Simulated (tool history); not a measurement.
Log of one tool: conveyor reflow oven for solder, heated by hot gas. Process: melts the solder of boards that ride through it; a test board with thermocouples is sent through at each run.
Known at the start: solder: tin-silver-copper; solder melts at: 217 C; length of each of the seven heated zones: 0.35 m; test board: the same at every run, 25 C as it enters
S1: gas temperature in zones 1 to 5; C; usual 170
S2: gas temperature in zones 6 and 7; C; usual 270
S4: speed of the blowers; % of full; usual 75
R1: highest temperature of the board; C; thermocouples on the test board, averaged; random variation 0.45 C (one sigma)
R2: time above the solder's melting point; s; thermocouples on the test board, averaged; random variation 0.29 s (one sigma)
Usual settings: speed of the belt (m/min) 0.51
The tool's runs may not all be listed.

Run 1, day 0: usual settings. Result: R1 255.5 C, R2 62.1 s.
Run 2, day 0.358: usual settings. Result: R1 254.8 C, R2 62.3 s.
Run 3, day 0.746: usual settings. Result: R1 254.7 C, R2 62.3 s.
Run 4, day 0.917: usual settings but speed of the belt (m/min) 0.462. Result: R1 257.6 C, R2 71.3 s.
Run 5, day 1.317: usual settings but speed of the belt (m/min) 0.462. Result: R1 258 C, R2 72.3 s.
Run 6, day 1.588: usual settings but speed of the belt (m/min) 0.462, S4 69 % of full. Result: R1 255.9 C, R2 70.4 s.
Run 7, day 1.954: usual settings but speed of the belt (m/min) 0.462, S4 69 % of full. Result: R1 256.4 C, R2 70.7 s.
Run 8, day 2.183: usual settings but S1 157 C, speed of the belt (m/min) 0.462, S4 69 % of full. Result: R1 255 C, R2 64.3 s.
Run 9, day 2.362: usual settings but speed of the belt (m/min) 0.425. Result: R1 260.4 C, R2 80.8 s.
Run 10, day 2.779: usual settings but speed of the belt (m/min) 0.425. Result: R1 260.1 C, R2 80.7 s.
Run 11, day 2.975: usual settings. Result: R1 255.4 C, R2 62.4 s.
Run 12, day 3.188: usual settings. Result: R1 254.6 C, R2 62.4 s.
At day 3.517: flux residue cleaned out of gas plates and filters.
Run 13, day 3.729: usual settings. Result: R1 255.2 C, R2 62.3 s.

Forecast run 14:
Run 14, day 3.971: usual settings. Result: R1 ?, R2 ?.

Run 14 gave R1 255.4 C, R2 62.3 s.
Without the tool's hidden state the same run would have given R1 255.5 C, R2 62.4 s.
